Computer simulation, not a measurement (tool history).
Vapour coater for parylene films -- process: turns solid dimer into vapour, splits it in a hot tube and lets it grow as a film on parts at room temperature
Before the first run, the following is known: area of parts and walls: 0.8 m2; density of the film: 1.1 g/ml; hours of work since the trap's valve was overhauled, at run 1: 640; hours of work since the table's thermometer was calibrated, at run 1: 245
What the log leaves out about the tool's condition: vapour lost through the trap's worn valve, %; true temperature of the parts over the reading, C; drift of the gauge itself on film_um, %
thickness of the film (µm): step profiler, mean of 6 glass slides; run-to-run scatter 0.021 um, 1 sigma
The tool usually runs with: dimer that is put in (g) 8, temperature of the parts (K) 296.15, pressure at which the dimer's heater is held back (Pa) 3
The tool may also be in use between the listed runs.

run,hour,dimer that is put in (g),temperature of the parts (K),pressure at which the dimer's heater is held back (Pa),hours of work since the trap's valve was overhauled,hours of work since the table's thermometer was calibrated,thickness of the film (µm)
1,0,8,296.15,3,640,245,4.51
2,22.8,8,296.15,3,654,258,4.52
3,45.1,8,296.15,3,667,271,4.49
4,69.5,5,296.15,3,682,286,2.81
# hour 78: trap's valve overhauled
5,89.7,13,296.15,3,7,295,7.36
6,121.9,13,296.15,3,26,315,7.37
7,150.3,13,296.15,3,43,331,7.33
8,165.4,13,296.15,3,52,340,7.39
9,191.6,13,296.15,3,68,356,7.41
10,225.4,13,296.15,3,88,376,7.35
11,240.5,5,296.15,3,97,385,2.83
12,256.6,8,296.15,3,106,395,4.58
13,273.9,8,296.15,2.66,116,405,4.63
14,307.5,8,296.15,2.66,136,425,4.68
15,325.6,9,293.15,3,147,436,5.45
16,359.5,11,290.15,3,167,456,7.05
17,393.4,11,290.15,3,187,476,7.12
18,410.9,4,294.15,2.16,198,486,2.54
19,425.4,4,294.15,2.16,206,495,2.5
20,455.2,8,306.15,3.55,224,513,3.65
21,479.6,8,296.15,11.83,239,527,3.63
22,498.4,8,296.15,11.83,250,538,3.64
23,527.3,8,296.15,2.46,267,555,4.73
24,541.6,13,295.15,3,275,564,7.56
25,558.1,13,295.15,3,285,574,7.64
26,580.5,3,306.15,3,298,587,1.43
27,606,8,299.15,8.9,314,602,3.63

Predict each of these 3 candidate next runs independently; none follows another, all start after run 27:
A,627.6,8,298.15,8.9,326,615,?
B,627.6,4,299.15,6.36,326,615,?
C,627.6,7,288.15,3.46,326,615,?

run,thickness of the film (µm)
A,3.69
B,1.93
C,4.59
What these runs would have given with no unlogged condition in the tool:
run,thickness of the film (µm)
A,3.64
B,1.9
C,4.52
